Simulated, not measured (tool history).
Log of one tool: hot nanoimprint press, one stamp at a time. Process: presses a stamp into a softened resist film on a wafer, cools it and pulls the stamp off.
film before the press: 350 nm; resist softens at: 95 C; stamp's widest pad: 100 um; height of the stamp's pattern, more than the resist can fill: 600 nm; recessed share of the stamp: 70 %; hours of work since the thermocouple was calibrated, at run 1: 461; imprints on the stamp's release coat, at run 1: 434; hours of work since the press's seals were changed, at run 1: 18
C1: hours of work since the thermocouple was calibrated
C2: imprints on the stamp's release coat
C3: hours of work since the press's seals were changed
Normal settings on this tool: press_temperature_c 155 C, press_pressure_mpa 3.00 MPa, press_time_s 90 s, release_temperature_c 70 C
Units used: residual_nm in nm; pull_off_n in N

run 1 day=0.000 | press_temperature_c=155 press_pressure_mpa=3.00 press_time_s=90 release_temperature_c=70 | C1=461 C2=434 C3=18 | residual_nm=189.9 pull_off_n=101
run 2 day=2.383 | press_temperature_c=155 press_pressure_mpa=3.00 press_time_s=90 release_temperature_c=70 | C1=485 C2=539 C3=42 | residual_nm=193.1 pull_off_n=105
run 3 day=4.183 | press_temperature_c=155 press_pressure_mpa=3.00 press_time_s=90 release_temperature_c=70 | C1=503 C2=618 C3=60 | residual_nm=192.6 pull_off_n=104
-- day=6.708 stamp cleaned and given a new release coat
run 4 day=6.950 | press_temperature_c=155 press_pressure_mpa=3.29 press_time_s=90 release_temperature_c=70 | C1=529 C2=11 C3=85 | residual_nm=185.9 pull_off_n=96
-- day=7.417 plate thermocouple calibrated
run 5 day=9.242 | press_temperature_c=167 press_pressure_mpa=3.00 press_time_s=90 release_temperature_c=70 | C1=18 C2=106 C3=107 | residual_nm=133.2 pull_off_n=96
run 6 day=12.092 | press_temperature_c=167 press_pressure_mpa=3.00 press_time_s=90 release_temperature_c=73 | C1=47 C2=232 C3=136 | residual_nm=135.2 pull_off_n=98
run 7 day=15.529 | press_temperature_c=155 press_pressure_mpa=3.00 press_time_s=65 release_temperature_c=70 | C1=81 C2=383 C3=170 | residual_nm=221.2 pull_off_n=103
run 8 day=19.483 | press_temperature_c=155 press_pressure_mpa=3.00 press_time_s=90 release_temperature_c=55 | C1=121 C2=557 C3=210 | residual_nm=198.9 pull_off_n=123
run 9 day=22.017 | press_temperature_c=152 press_pressure_mpa=2.42 press_time_s=98 release_temperature_c=69 | C1=146 C2=668 C3=235 | residual_nm=238.3 pull_off_n=108
-- day=23.488 stamp cleaned and given a new release coat
run 10 day=25.188 | press_temperature_c=147 press_pressure_mpa=2.20 press_time_s=98 release_temperature_c=72 | C1=176 C2=75 C3=264 | residual_nm=275.4 pull_off_n=95
run 11 day=27.225 | press_temperature_c=151 press_pressure_mpa=3.00 press_time_s=100 release_temperature_c=69 | C1=196 C2=164 C3=285 | residual_nm=224.1 pull_off_n=96
-- day=27.946 plate thermocouple calibrated, once more
run 12 day=30.146 | press_temperature_c=163 press_pressure_mpa=3.00 press_time_s=124 release_temperature_c=70 | C1=22 C2=287 C3=313 | residual_nm=126.4 pull_off_n=97
run 13 day=33.521 | press_temperature_c=163 press_pressure_mpa=3.00 press_time_s=124 release_temperature_c=70 | C1=56 C2=436 C3=347 | residual_nm=126.4 pull_off_n=102
run 14 day=37.688 | press_temperature_c=155 press_pressure_mpa=2.99 press_time_s=90 release_temperature_c=72 | C1=98 C2=619 C3=388 | residual_nm=188.5 pull_off_n=99
-- day=40.304 stamp cleaned and given a new release coat
run 15 day=40.767 | press_temperature_c=155 press_pressure_mpa=3.00 press_time_s=90 release_temperature_c=65 | C1=126 C2=21 C3=417 | residual_nm=190.8 pull_off_n=100

4 ways to go on from here, each from the tool as it stands after run 15. What would each give?
run A day=44.554 | press_temperature_c=153 press_pressure_mpa=3.00 press_time_s=90 release_temperature_c=66 | C1=164 C2=187 C3=455 | residual_nm=? pull_off_n=?
run B day=44.554 | press_temperature_c=155 press_pressure_mpa=2.83 press_time_s=70 release_temperature_c=68 | C1=164 C2=187 C3=455 | residual_nm=? pull_off_n=?
run C day=44.554 | press_temperature_c=155 press_pressure_mpa=2.08 press_time_s=112 release_temperature_c=72 | C1=164 C2=187 C3=455 | residual_nm=? pull_off_n=?
run D day=44.554 | press_temperature_c=153 press_pressure_mpa=2.88 press_time_s=90 release_temperature_c=68 | C1=164 C2=187 C3=455 | residual_nm=? pull_off_n=?

run=A residual_nm=199.6 pull_off_n=103
run=B residual_nm=209.3 pull_off_n=96
run=C residual_nm=204.8 pull_off_n=96
run=D residual_nm=207.0 pull_off_n=96
Without the tool's hidden state the same runs would have given:
run=A residual_nm=188.5 pull_off_n=99
run=B residual_nm=198.4 pull_off_n=91
run=C residual_nm=194.8 pull_off_n=92
run=D residual_nm=195.7 pull_off_n=92

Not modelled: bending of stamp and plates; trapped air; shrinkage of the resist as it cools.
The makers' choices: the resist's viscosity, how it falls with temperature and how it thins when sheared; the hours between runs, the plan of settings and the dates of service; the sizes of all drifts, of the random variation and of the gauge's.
